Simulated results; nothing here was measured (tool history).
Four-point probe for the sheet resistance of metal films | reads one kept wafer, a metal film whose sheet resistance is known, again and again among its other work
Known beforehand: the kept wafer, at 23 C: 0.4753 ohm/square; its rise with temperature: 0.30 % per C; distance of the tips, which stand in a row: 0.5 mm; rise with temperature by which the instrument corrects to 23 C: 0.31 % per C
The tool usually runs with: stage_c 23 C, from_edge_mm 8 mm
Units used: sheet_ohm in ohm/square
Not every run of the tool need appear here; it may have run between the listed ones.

{"run": 1, "hour": 0.0, "stage_c": 23, "from_edge_mm": 8, "sheet_ohm": 0.476499}
{"run": 2, "hour": 13.6, "stage_c": 23, "from_edge_mm": 8, "sheet_ohm": 0.476392}
{"run": 3, "hour": 35.9, "stage_c": 23, "from_edge_mm": 8, "sheet_ohm": 0.476443}
{"run": 4, "hour": 55.5, "stage_c": 23, "from_edge_mm": 8, "sheet_ohm": 0.476453}
{"run": 5, "hour": 74.8, "stage_c": 23, "from_edge_mm": 8, "sheet_ohm": 0.476542}
{"run": 6, "hour": 90.8, "stage_c": 23, "from_edge_mm": 8, "sheet_ohm": 0.476485}
{"run": 7, "hour": 102.2, "stage_c": 23, "from_edge_mm": 4, "sheet_ohm": 0.479635}
{"run": 8, "hour": 122.4, "stage_c": 23, "from_edge_mm": 4, "sheet_ohm": 0.479562}
{"run": 9, "hour": 136.7, "stage_c": 23, "from_edge_mm": 4, "sheet_ohm": 0.479527}
{"run": 10, "hour": 155.0, "stage_c": 23, "from_edge_mm": 10, "sheet_ohm": 0.476288}
{"run": 11, "hour": 171.0, "stage_c": 23, "from_edge_mm": 15, "sheet_ohm": 0.475858}
{"run": 12, "hour": 185.0, "stage_c": 23, "from_edge_mm": 15, "sheet_ohm": 0.475922}
{"run": 13, "hour": 203.6, "stage_c": 23, "from_edge_mm": 5, "sheet_ohm": 0.478008}
{"run": 14, "hour": 218.2, "stage_c": 23, "from_edge_mm": 8, "sheet_ohm": 0.476541}
{"run": 15, "hour": 229.4, "stage_c": 23, "from_edge_mm": 30, "sheet_ohm": 0.475743}
{"run": 16, "hour": 244.8, "stage_c": 23, "from_edge_mm": 30, "sheet_ohm": 0.475527}
{"run": 17, "hour": 259.3, "stage_c": 23, "from_edge_mm": 8, "sheet_ohm": 0.476371}
{"hour": 261.8, "done": "stage's thermometer calibrated"}
{"run": 18, "hour": 281.4, "stage_c": 23, "from_edge_mm": 8, "sheet_ohm": 0.476753}
{"run": 19, "hour": 292.7, "stage_c": 23, "from_edge_mm": 23, "sheet_ohm": 0.475726}
{"run": 20, "hour": 306.0, "stage_c": 35, "from_edge_mm": 10, "sheet_ohm": 0.475795}
{"run": 21, "hour": 320.2, "stage_c": 19, "from_edge_mm": 46, "sheet_ohm": 0.475798}
{"run": 22, "hour": 342.5, "stage_c": 19, "from_edge_mm": 46, "sheet_ohm": 0.475817}
{"hour": 345.0, "done": "stage's thermometer calibrated, once more"}
{"run": 23, "hour": 360.7, "stage_c": 21, "from_edge_mm": 49, "sheet_ohm": 0.475146}
{"run": 24, "hour": 374.0, "stage_c": 30, "from_edge_mm": 6, "sheet_ohm": 0.476714}
{"run": 25, "hour": 394.7, "stage_c": 22, "from_edge_mm": 10, "sheet_ohm": 0.475767}
{"run": 26, "hour": 413.2, "stage_c": 22, "from_edge_mm": 10, "sheet_ohm": 0.475732}
{"run": 27, "hour": 432.2, "stage_c": 22, "from_edge_mm": 10, "sheet_ohm": 0.475748}
{"run": 28, "hour": 442.4, "stage_c": 23, "from_edge_mm": 31, "sheet_ohm": 0.474962}
{"run": 29, "hour": 463.4, "stage_c": 19, "from_edge_mm": 31, "sheet_ohm": 0.475275}
{"run": 30, "hour": 478.1, "stage_c": 28, "from_edge_mm": 13, "sheet_ohm": 0.475181}
{"run": 31, "hour": 491.9, "stage_c": 29, "from_edge_mm": 4, "sheet_ohm": 0.478678}
{"run": 32, "hour": 505.8, "stage_c": 29, "from_edge_mm": 4, "sheet_ohm": 0.478797}
{"run": 33, "hour": 520.6, "stage_c": 30, "from_edge_mm": 41, "sheet_ohm": 0.474599}
{"run": 34, "hour": 529.9, "stage_c": 25, "from_edge_mm": 9, "sheet_ohm": 0.475844}

Each row is a separate what-if for the run after 34, all from the same tool condition, not one after another. Results?
{"run": "A", "hour": 551.9, "stage_c": 18, "from_edge_mm": 4, "sheet_ohm": "?"}
{"run": "B", "hour": 551.9, "stage_c": 33, "from_edge_mm": 8, "sheet_ohm": "?"}
{"run": "C", "hour": 551.9, "stage_c": 31, "from_edge_mm": 38, "sheet_ohm": "?"}

run=A sheet_ohm=0.479129
run=B sheet_ohm=0.475482
run=C sheet_ohm=0.474777
Without the tool's unlogged condition, the same runs would have read:
run=A sheet_ohm=0.479453
run=B sheet_ohm=0.475804
run=C sheet_ohm=0.475098
